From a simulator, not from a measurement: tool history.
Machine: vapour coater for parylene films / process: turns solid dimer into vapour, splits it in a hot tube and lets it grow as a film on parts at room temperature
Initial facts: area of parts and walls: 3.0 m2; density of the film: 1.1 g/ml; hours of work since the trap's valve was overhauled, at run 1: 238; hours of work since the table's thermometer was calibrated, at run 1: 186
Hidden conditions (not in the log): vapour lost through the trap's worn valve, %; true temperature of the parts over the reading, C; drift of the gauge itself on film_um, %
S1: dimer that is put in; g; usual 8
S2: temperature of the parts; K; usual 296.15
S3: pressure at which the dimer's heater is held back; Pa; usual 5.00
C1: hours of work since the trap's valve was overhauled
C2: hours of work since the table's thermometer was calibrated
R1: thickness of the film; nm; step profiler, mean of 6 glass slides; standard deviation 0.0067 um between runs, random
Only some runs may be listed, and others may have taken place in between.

Run 1, day 0.000: usual settings; C1 238; C2 186. Result: R1 1417 nm.
Run 2, day 1.508: usual settings; C1 255; C2 203. Result: R1 1406 nm.
Run 3, day 3.929: usual settings but S2 291.15 K; C1 283; C2 230. Result: R1 1605 nm.
Run 4, day 5.596: usual settings but S2 291.15 K; C1 301; C2 249. Result: R1 1600 nm.
Run 5, day 7.262: usual settings but S2 291.15 K; C1 320; C2 268. Result: R1 1592 nm.
Run 6, day 10.146: usual settings but S1 4 g; C1 352; C2 300. Result: R1 691 nm.
Run 7, day 13.033: usual settings but S1 4 g; C1 385; C2 332. Result: R1 683 nm.
Run 8, day 15.971: usual settings but S1 4 g; C1 418; C2 365. Result: R1 685 nm.
Run 9, day 18.588: usual settings but S1 12 g; C1 447; C2 395. Result: R1 2040 nm.
Run 10, day 20.371: usual settings but S1 12 g; C1 467; C2 415. Result: R1 2015 nm.
Run 11, day 23.862: usual settings; C1 506; C2 454. Result: R1 1341 nm.
At day 24.579: trap's valve overhauled.
Run 12, day 25.592: usual settings; C1 11; C2 472. Result: R1 1471 nm.
Run 13, day 27.283: usual settings; C1 30; C2 491. Result: R1 1470 nm.
Run 14, day 29.162: usual settings but S2 297.15 K; C1 51; C2 512. Result: R1 1406 nm.
Run 15, day 31.329: usual settings but S2 297.15 K; C1 76; C2 536. Result: R1 1414 nm.
Run 16, day 34.542: usual settings but S2 297.15 K; C1 112; C2 572. Result: R1 1400 nm.
Run 17, day 36.167: usual settings but S3 2.74 Pa; C1 130; C2 590. Result: R1 1629 nm.
Run 18, day 38.758: usual settings but S2 308.15 K; C1 159; C2 620. Result: R1 1013 nm.
Run 19, day 42.117: usual settings but S1 5 g, S2 304.15 K; C1 197; C2 657. Result: R1 698 nm.
Run 20, day 43.850: usual settings but S1 5 g, S2 304.15 K; C1 216; C2 677. Result: R1 700 nm.
Run 21, day 46.979: usual settings but S1 5 g, S2 304.15 K; C1 252; C2 712. Result: R1 695 nm.
Run 22, day 49.371: usual settings but S1 7 g, S2 295.15 K; C1 278; C2 739. Result: R1 1266 nm.
Run 23, day 52.171: usual settings but S1 7 g, S2 295.15 K; C1 310; C2 770. Result: R1 1248 nm.
Run 24, day 55.317: usual settings but S1 7 g, S2 295.15 K, S3 4.55 Pa; C1 345; C2 805. Result: R1 1272 nm.
Run 25, day 56.817: usual settings but S1 7 g, S2 295.15 K, S3 4.55 Pa; C1 362; C2 822. Result: R1 1270 nm.
Run 26, day 59.808: usual settings but S1 3 g, S2 295.15 K, S3 2.46 Pa; C1 396; C2 856. Result: R1 609 nm.
Run 27, day 62.975: usual settings but S1 3 g, S2 304.15 K, S3 2.46 Pa; C1 431; C2 891. Result: R1 473 nm.
Run 28, day 65.392: usual settings but S1 3 g, S2 295.15 K, S3 2.46 Pa; C1 458; C2 919. Result: R1 604 nm.
Run 29, day 68.762: usual settings but S1 3 g, S2 297.15 K, S3 6.30 Pa; C1 496; C2 956. Result: R1 454 nm.
At day 70.200: trap's valve overhauled.
Run 30, day 71.508: usual settings but S2 293.15 K; C1 15; C2 985. Result: R1 1604 nm.

Here are 4 independent what-if runs from the current tool condition. What would each one return?
Run A, day 74.900: usual settings but S1 6 g, S2 305.15 K; C1 53; C2 1023. Result: R1 ?.
Run B, day 74.900: usual settings but S1 3 g, S2 301.15 K, S3 5.34 Pa; C1 53; C2 1023. Result: R1 ?.
Run C, day 74.900: usual settings but S1 3 g, S2 293.15 K, S3 2.86 Pa; C1 53; C2 1023. Result: R1 ?.
Run D, day 74.900: usual settings but S1 4 g, S2 293.15 K; C1 53; C2 1023. Result: R1 ?.

run   R1
  A  861
  B  473
  C  679
  D  806
Without the tool's hidden state the same runs would have given:
run   R1
  A  866
  B  476
  C  683
  D  810
